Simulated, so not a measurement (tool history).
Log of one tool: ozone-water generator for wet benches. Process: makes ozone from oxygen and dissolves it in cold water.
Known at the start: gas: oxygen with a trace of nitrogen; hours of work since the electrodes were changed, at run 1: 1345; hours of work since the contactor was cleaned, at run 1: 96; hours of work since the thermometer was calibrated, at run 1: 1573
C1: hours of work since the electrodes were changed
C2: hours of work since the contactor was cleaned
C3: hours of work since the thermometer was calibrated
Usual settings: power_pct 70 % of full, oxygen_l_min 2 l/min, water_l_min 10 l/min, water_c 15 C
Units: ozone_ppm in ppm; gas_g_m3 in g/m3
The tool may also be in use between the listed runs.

run 1 hour=0 | power_pct=70 oxygen_l_min=2 water_l_min=10 water_c=15 | C1=1345 C2=96 C3=1573 | ozone_ppm=13.9 gas_g_m3=196.6
run 2 hour=174.5 | power_pct=70 oxygen_l_min=2 water_l_min=10 water_c=15 | C1=1485 C2=237 C3=1713 | ozone_ppm=13.9 gas_g_m3=195.7
run 3 hour=353.8 | power_pct=70 oxygen_l_min=2 water_l_min=10 water_c=15 | C1=1630 C2=381 C3=1857 | ozone_ppm=13.8 gas_g_m3=197.5
run 4 hour=509.3 | power_pct=70 oxygen_l_min=2 water_l_min=10 water_c=15 | C1=1755 C2=506 C3=1982 | ozone_ppm=13.9 gas_g_m3=197.5
run 5 hour=598.7 | power_pct=70 oxygen_l_min=2.35 water_l_min=10 water_c=15 | C1=1827 C2=578 C3=2054 | ozone_ppm=14.2 gas_g_m3=186.7
run 6 hour=746.6 | power_pct=70 oxygen_l_min=2 water_l_min=8 water_c=15 | C1=1946 C2=697 C3=2173 | ozone_ppm=16.6 gas_g_m3=196.6
run 7 hour=915.4 | power_pct=70 oxygen_l_min=2 water_l_min=8 water_c=15 | C1=2081 C2=833 C3=2309 | ozone_ppm=16.8 gas_g_m3=197
run 8 hour=1102.3 | power_pct=70 oxygen_l_min=2.24 water_l_min=10 water_c=15 | C1=2232 C2=983 C3=2459 | ozone_ppm=14.4 gas_g_m3=190.7
run 9 hour=1251.8 | power_pct=70 oxygen_l_min=2.24 water_l_min=10 water_c=15 | C1=2352 C2=1103 C3=2580 | ozone_ppm=14.3 gas_g_m3=188.5
run 10 hour=1447.1 | power_pct=70 oxygen_l_min=2.24 water_l_min=10 water_c=15 | C1=2509 C2=1260 C3=2737 | ozone_ppm=14.5 gas_g_m3=191.5
run 11 hour=1576.7 | power_pct=70 oxygen_l_min=2 water_l_min=10 water_c=15 | C1=2613 C2=1365 C3=2841 | ozone_ppm=13.8 gas_g_m3=198.5
run 12 hour=1707.1 | power_pct=70 oxygen_l_min=2 water_l_min=10 water_c=15 | C1=2718 C2=1470 C3=2946 | ozone_ppm=13.7 gas_g_m3=199.9
run 13 hour=1841 | power_pct=70 oxygen_l_min=2 water_l_min=10 water_c=15 | C1=2826 C2=1577 C3=3054 | ozone_ppm=13.7 gas_g_m3=199.8
run 14 hour=1950.3 | power_pct=70 oxygen_l_min=2 water_l_min=10 water_c=15 | C1=2914 C2=1665 C3=3142 | ozone_ppm=13.8 gas_g_m3=199.8
run 15 hour=2054.5 | power_pct=70 oxygen_l_min=2 water_l_min=10 water_c=15 | C1=2998 C2=1749 C3=3225 | ozone_ppm=13.7 gas_g_m3=200
run 16 hour=2229.7 | power_pct=70 oxygen_l_min=2 water_l_min=10 water_c=15 | C1=3139 C2=1890 C3=3366 | ozone_ppm=13.8 gas_g_m3=202.3
run 17 hour=2377.6 | power_pct=70 oxygen_l_min=2 water_l_min=7 water_c=15 | C1=3258 C2=2009 C3=3485 | ozone_ppm=18.4 gas_g_m3=201.2
run 18 hour=2497.6 | power_pct=70 oxygen_l_min=2 water_l_min=8 water_c=13 | C1=3354 C2=2105 C3=3582 | ozone_ppm=17.3 gas_g_m3=201
run 19 hour=2683.9 | power_pct=54 oxygen_l_min=2 water_l_min=6 water_c=15 | C1=3504 C2=2255 C3=3732 | ozone_ppm=16.6 gas_g_m3=157.7
run 20 hour=2766.8 | power_pct=43 oxygen_l_min=2.07 water_l_min=9 water_c=7 | C1=3571 C2=2322 C3=3798 | ozone_ppm=10.6 gas_g_m3=124.1
run 21 hour=2916.8 | power_pct=70 oxygen_l_min=2 water_l_min=13 water_c=16 | C1=3692 C2=2443 C3=3919 | ozone_ppm=10.7 gas_g_m3=201.4
run 22 hour=3062.7 | power_pct=70 oxygen_l_min=2 water_l_min=13 water_c=16 | C1=3809 C2=2560 C3=4036 | ozone_ppm=10.7 gas_g_m3=200.4
-- hour=3099.3 gauge calibrated
run 23 hour=3254.1 | power_pct=70 oxygen_l_min=3.21 water_l_min=6 water_c=16 | C1=3963 C2=2714 C3=4190 | ozone_ppm=21.6 gas_g_m3=166.4
run 24 hour=3355.5 | power_pct=52 oxygen_l_min=1.98 water_l_min=10 water_c=15 | C1=4044 C2=2796 C3=4272 | ozone_ppm=10.5 gas_g_m3=148.4
run 25 hour=3438.3 | power_pct=95 oxygen_l_min=1.67 water_l_min=10 water_c=16 | C1=4111 C2=2862 C3=4339 | ozone_ppm=17.1 gas_g_m3=280.9
run 26 hour=3573.1 | power_pct=83 oxygen_l_min=1.67 water_l_min=12 water_c=16 | C1=4219 C2=2971 C3=4447 | ozone_ppm=12.9 gas_g_m3=244.8
run 27 hour=3731.4 | power_pct=59 oxygen_l_min=1.67 water_l_min=9 water_c=14 | C1=4347 C2=3098 C3=4574 | ozone_ppm=12.5 gas_g_m3=179.6
run 28 hour=3814.4 | power_pct=42 oxygen_l_min=1.88 water_l_min=10 water_c=14 | C1=4414 C2=3165 C3=4641 | ozone_ppm=8.7 gas_g_m3=124.4
-- hour=3903.5 water thermometer calibrated
run 29 hour=3968.8 | power_pct=42 oxygen_l_min=1.88 water_l_min=10 water_c=14 | C1=4537 C2=3289 C3=53 | ozone_ppm=8.7 gas_g_m3=124.4
run 30 hour=4073.8 | power_pct=70 oxygen_l_min=1.91 water_l_min=11 water_c=7 | C1=4622 C2=3373 C3=137 | ozone_ppm=13.3 gas_g_m3=202.4
run 31 hour=4189.4 | power_pct=57 oxygen_l_min=2 water_l_min=10 water_c=22 | C1=4715 C2=3466 C3=230 | ozone_ppm=10.5 gas_g_m3=162.8
-- hour=4333.7 contactor cleaned
run 32 hour=4385.1 | power_pct=77 oxygen_l_min=2 water_l_min=10 water_c=17 | C1=4869 C2=41 C3=384 | ozone_ppm=14.8 gas_g_m3=218

How the hidden state differs across the entries between the runs, from the last listed run before each to the first after it:
Between runs 22 and 23: gauge calibrated (hour 3099.3)
  drift of the gauge itself on gas_g_m3, %: 2.88 -> 0.15
  measured less the result without the state, gas_g_m3: +5.5 -> +0.1 g/m3
Between runs 28 and 29: water thermometer calibrated (hour 3903.5)
  drift of the gauge itself on gas_g_m3, %: 0.67 -> 0.82
  measured less the result without the state, gas_g_m3: +0.8 -> +0.9 g/m3
Between runs 31 and 32: contactor cleaned (hour 4333.7)
  drift of the gauge itself on gas_g_m3, %: 1.02 -> 1.2
  measured less the result without the state, gas_g_m3: +1.5 -> +2.3 g/m3

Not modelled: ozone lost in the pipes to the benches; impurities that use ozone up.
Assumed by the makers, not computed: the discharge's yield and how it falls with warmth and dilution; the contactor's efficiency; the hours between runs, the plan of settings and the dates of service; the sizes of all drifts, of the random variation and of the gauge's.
